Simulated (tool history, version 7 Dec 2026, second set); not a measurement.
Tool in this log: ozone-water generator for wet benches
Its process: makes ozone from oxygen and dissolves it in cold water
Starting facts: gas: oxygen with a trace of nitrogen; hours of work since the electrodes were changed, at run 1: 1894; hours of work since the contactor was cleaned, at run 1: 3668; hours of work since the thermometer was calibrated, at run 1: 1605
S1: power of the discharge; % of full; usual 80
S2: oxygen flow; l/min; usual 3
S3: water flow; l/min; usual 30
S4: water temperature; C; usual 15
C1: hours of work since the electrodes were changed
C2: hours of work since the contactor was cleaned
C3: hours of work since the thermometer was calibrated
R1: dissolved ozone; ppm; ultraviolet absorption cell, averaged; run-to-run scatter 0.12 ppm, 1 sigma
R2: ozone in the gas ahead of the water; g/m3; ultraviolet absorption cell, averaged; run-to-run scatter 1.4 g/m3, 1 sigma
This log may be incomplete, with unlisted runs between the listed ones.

{"run": 1, "hour": 0.0, "S1": 80, "S2": 3, "S3": 30, "S4": 15, "C1": 1894, "C2": 3668, "C3": 1605, "R1": 11.2, "R2": 260.4}
{"run": 2, "hour": 38.1, "S1": 80, "S2": 3, "S3": 30, "S4": 15, "C1": 1920, "C2": 3694, "C3": 1631, "R1": 11, "R2": 258.8}
{"run": 3, "hour": 82.9, "S1": 80, "S2": 3, "S3": 30, "S4": 11, "C1": 1950, "C2": 3724, "C3": 1661, "R1": 11.4, "R2": 258.7}
{"run": 4, "hour": 121.6, "S1": 80, "S2": 3, "S3": 30, "S4": 21, "C1": 1976, "C2": 3750, "C3": 1687, "R1": 10.5, "R2": 260.5}
{"run": 5, "hour": 158.4, "S1": 80, "S2": 3, "S3": 30, "S4": 21, "C1": 2001, "C2": 3775, "C3": 1712, "R1": 10.7, "R2": 258.4}
{"run": 6, "hour": 211.2, "S1": 80, "S2": 3, "S3": 30, "S4": 21, "C1": 2036, "C2": 3811, "C3": 1748, "R1": 10.7, "R2": 260.2}
{"run": 7, "hour": 265.0, "S1": 80, "S2": 3, "S3": 30, "S4": 21, "C1": 2073, "C2": 3847, "C3": 1784, "R1": 10.7, "R2": 259.4}
{"run": 8, "hour": 347.2, "S1": 80, "S2": 3, "S3": 30, "S4": 21, "C1": 2128, "C2": 3902, "C3": 1839, "R1": 10.7, "R2": 258.7}
{"run": 9, "hour": 418.9, "S1": 80, "S2": 3, "S3": 30, "S4": 21, "C1": 2176, "C2": 3951, "C3": 1888, "R1": 10.6, "R2": 261.4}
{"run": 10, "hour": 463.3, "S1": 80, "S2": 3, "S3": 30, "S4": 21, "C1": 2206, "C2": 3981, "C3": 1918, "R1": 10.7, "R2": 257.7}
{"hour": 485.2, "done": "contactor cleaned"}
{"run": 11, "hour": 510.6, "S1": 73, "S2": 2.69, "S3": 30, "S4": 15, "C1": 2235, "C2": 17, "C3": 1947, "R1": 10.4, "R2": 255.8}
{"run": 12, "hour": 549.6, "S1": 80, "S2": 2.9, "S3": 22, "S4": 12, "C1": 2262, "C2": 43, "C3": 1973, "R1": 16, "R2": 264.9}
{"run": 13, "hour": 613.3, "S1": 42, "S2": 3, "S3": 23, "S4": 17, "C1": 2305, "C2": 86, "C3": 2016, "R1": 8.5, "R2": 151.4}
{"run": 14, "hour": 680.2, "S1": 42, "S2": 3, "S3": 23, "S4": 17, "C1": 2350, "C2": 131, "C3": 2061, "R1": 8.4, "R2": 151.4}
{"run": 15, "hour": 737.6, "S1": 80, "S2": 1.88, "S3": 21, "S4": 15, "C1": 2388, "C2": 170, "C3": 2100, "R1": 14.7, "R2": 342}
{"run": 16, "hour": 773.3, "S1": 80, "S2": 2.09, "S3": 30, "S4": 15, "C1": 2412, "C2": 194, "C3": 2124, "R1": 10.5, "R2": 318}
{"run": 17, "hour": 851.2, "S1": 80, "S2": 2.09, "S3": 30, "S4": 15, "C1": 2465, "C2": 247, "C3": 2176, "R1": 10.4, "R2": 317.2}

Here are 3 independent what-if runs from the current tool condition. What would each one return?
{"run": "A", "hour": 921.5, "S1": 80, "S2": 4.11, "S3": 18, "S4": 15, "C1": 2512, "C2": 294, "C3": 2224, "R1": "?", "R2": "?"}
{"run": "B", "hour": 921.5, "S1": 80, "S2": 3.77, "S3": 30, "S4": 15, "C1": 2512, "C2": 294, "C3": 2224, "R1": "?", "R2": "?"}
{"run": "C", "hour": 921.5, "S1": 80, "S2": 2.09, "S3": 31, "S4": 15, "C1": 2512, "C2": 294, "C3": 2224, "R1": "?", "R2": "?"}

run=A R1=18.9 R2=212.2
run=B R1=11.6 R2=224.7
run=C R1=10.1 R2=318.8
Had the tool no hidden state, the same runs would have come out as:
run=A R1=18.9 R2=215.4
run=B R1=11.7 R2=228.1
run=C R1=10.1 R2=323.7

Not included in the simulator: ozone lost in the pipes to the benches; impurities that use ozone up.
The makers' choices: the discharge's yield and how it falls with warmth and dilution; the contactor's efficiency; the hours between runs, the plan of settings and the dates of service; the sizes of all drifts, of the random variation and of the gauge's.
